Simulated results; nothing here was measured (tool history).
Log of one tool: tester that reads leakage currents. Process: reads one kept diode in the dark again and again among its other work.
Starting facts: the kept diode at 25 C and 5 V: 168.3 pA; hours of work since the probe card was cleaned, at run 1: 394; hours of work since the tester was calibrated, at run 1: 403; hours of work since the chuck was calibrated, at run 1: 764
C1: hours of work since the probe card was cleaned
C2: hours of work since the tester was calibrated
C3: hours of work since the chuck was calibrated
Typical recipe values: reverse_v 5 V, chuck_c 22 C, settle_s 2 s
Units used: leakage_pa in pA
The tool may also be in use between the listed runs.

run 1 hour=0 | reverse_v=5 chuck_c=22 settle_s=2 | C1=394 C2=403 C3=764 | leakage_pa=131.9
run 2 hour=57.4 | reverse_v=5 chuck_c=22 settle_s=2 | C1=422 C2=431 C3=792 | leakage_pa=132.45
run 3 hour=99.4 | reverse_v=5 chuck_c=22 settle_s=2 | C1=443 C2=452 C3=813 | leakage_pa=131.73
run 4 hour=138.3 | reverse_v=5 chuck_c=22 settle_s=4.19 | C1=462 C2=471 C3=832 | leakage_pa=131.65
run 5 hour=168 | reverse_v=5 chuck_c=32 settle_s=2 | C1=477 C2=485 C3=846 | leakage_pa=296.52
run 6 hour=227.8 | reverse_v=5 chuck_c=22 settle_s=0.48 | C1=506 C2=515 C3=876 | leakage_pa=134.66
run 7 hour=283.8 | reverse_v=5 chuck_c=22 settle_s=0.48 | C1=533 C2=542 C3=903 | leakage_pa=133.99
run 8 hour=314.8 | reverse_v=5 chuck_c=22 settle_s=0.48 | C1=549 C2=557 C3=918 | leakage_pa=133.75
run 9 hour=365.8 | reverse_v=3.12 chuck_c=55 settle_s=4.83 | C1=574 C2=582 C3=943 | leakage_pa=1199.51
run 10 hour=420.6 | reverse_v=5.41 chuck_c=27 settle_s=1.81 | C1=600 C2=609 C3=970 | leakage_pa=209.61
run 11 hour=481.9 | reverse_v=18.15 chuck_c=41 settle_s=3.44 | C1=630 C2=639 C3=1000 | leakage_pa=1273.22
-- hour=530.3 chuck's temperature calibrated
run 12 hour=546.3 | reverse_v=18.15 chuck_c=41 settle_s=3.44 | C1=661 C2=670 C3=8 | leakage_pa=1275.07
run 13 hour=602.8 | reverse_v=18.15 chuck_c=22 settle_s=3.44 | C1=689 C2=698 C3=35 | leakage_pa=285.41

Consider 5 possible next runs. They are alternatives, not a sequence: every one starts from the tool as it was left by run 13. What does each give?
run A hour=650.2 | reverse_v=10.4 chuck_c=27 settle_s=1.32 | C1=712 C2=721 C3=59 | leakage_pa=?
run B hour=650.2 | reverse_v=18.15 chuck_c=52 settle_s=3.44 | C1=712 C2=721 C3=59 | leakage_pa=?
run C hour=650.2 | reverse_v=9.31 chuck_c=35 settle_s=0.33 | C1=712 C2=721 C3=59 | leakage_pa=?
run D hour=650.2 | reverse_v=5 chuck_c=46 settle_s=2 | C1=712 C2=721 C3=59 | leakage_pa=?
run E hour=650.2 | reverse_v=1.55 chuck_c=29 settle_s=2 | C1=712 C2=721 C3=59 | leakage_pa=?

run=A leakage_pa=312.18
run=B leakage_pa=2794.06
run=C leakage_pa=553.21
run=D leakage_pa=848.85
run=E leakage_pa=115.63
Had the tool no hidden state, the same runs would have come out as:
run=A leakage_pa=312.04
run=B leakage_pa=2793.96
run=C leakage_pa=553.11
run=D leakage_pa=848.83
run=E leakage_pa=115.62
